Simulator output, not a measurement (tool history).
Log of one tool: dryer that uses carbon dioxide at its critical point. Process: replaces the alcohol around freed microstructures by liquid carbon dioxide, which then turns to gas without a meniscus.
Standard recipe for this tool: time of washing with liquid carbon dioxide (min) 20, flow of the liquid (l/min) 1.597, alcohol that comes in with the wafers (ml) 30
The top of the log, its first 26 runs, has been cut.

| run | hour | time of washing with liquid carbon dioxide (min) | flow of the liquid (l/min) | alcohol that comes in with the wafers (ml) | hours of work since the filter was changed | hours of work since the purifier's bed was changed | alcohol left in the vessel before it's heated (ppm by volume) |
|---|---|---|---|---|---|---|---|
| 27 | 407.5 | 13 | 2.090 | 67 | 91 | 396 | 224 |
| 28 | 421.0 | 16 | 1.597 | 30 | 98 | 403 | 180 |
| 29 | 432.3 | 16 | 1.597 | 30 | 104 | 409 | 179 |
| 30 | 449.9 | 16 | 1.597 | 30 | 113 | 418 | 189 |
| 31 | 461.7 | 16 | 1.597 | 30 | 119 | 424 | 176 |
| 32 | 475.8 | 31 | 1.870 | 50 | 127 | 431 | 117 |
| 33 | 489.2 | 31 | 1.870 | 50 | 134 | 438 | 130 |
| 34 | 504.5 | 31 | 1.870 | 50 | 141 | 446 | 136 |
| 35 | 519.7 | 31 | 1.870 | 50 | 149 | 454 | 128 |
| 36 | 529.4 | 20 | 2.140 | 30 | 154 | 459 | 127 |
| 37 | 545.8 | 23 | 1.597 | 30 | 163 | 467 | 145 |
| 38 | 558.7 | 20 | 1.140 | 39 | 169 | 474 | 270 |
| 39 | 575.6 | 20 | 1.660 | 48 | 178 | 483 | 157 |
| 40 | 595.5 | 12 | 1.660 | 48 | 188 | 493 | 441 |
| 41 | 608.8 | 20 | 1.597 | 49 | 195 | 500 | 170 |
| 42 | 622.5 | 20 | 1.597 | 69 | 202 | 507 | 199 |
| 43 | 639.0 | 22 | 1.090 | 82 | 211 | 515 | 375 |
| 44 | 655.6 | 20 | 1.620 | 43 | 219 | 524 | 175 |
| 45 | 676.8 | 12 | 1.070 | 21 | 230 | 535 | 617 |
| 46 | 686.7 | 12 | 1.070 | 21 | 236 | 540 | 626 |
| 47 | 706.1 | 13 | 1.070 | 21 | 246 | 550 | 542 |
| 48 | 716.0 | 13 | 1.480 | 21 | 251 | 555 | 315 |

Below are 3 alternative next runs, each starting from the tool's condition after run 48. Predict each:
| A | 731.9 | 21 | 1.250 | 40 | 259 | 563 | ? |
| B | 731.9 | 30 | 1.597 | 30 | 259 | 563 | ? |
| C | 731.9 | 19 | 1.180 | 24 | 259 | 563 | ? |

| run | alcohol left in the vessel before it's heated (ppm by volume) |
|---|---|
| A | 236 |
| B | 148 |
| C | 259 |
Had the tool no hidden state, the same runs would have come out as:
| run | alcohol left in the vessel before it's heated (ppm by volume) |
|---|---|
| A | 62 |
| B | 0 |
| C | 87 |
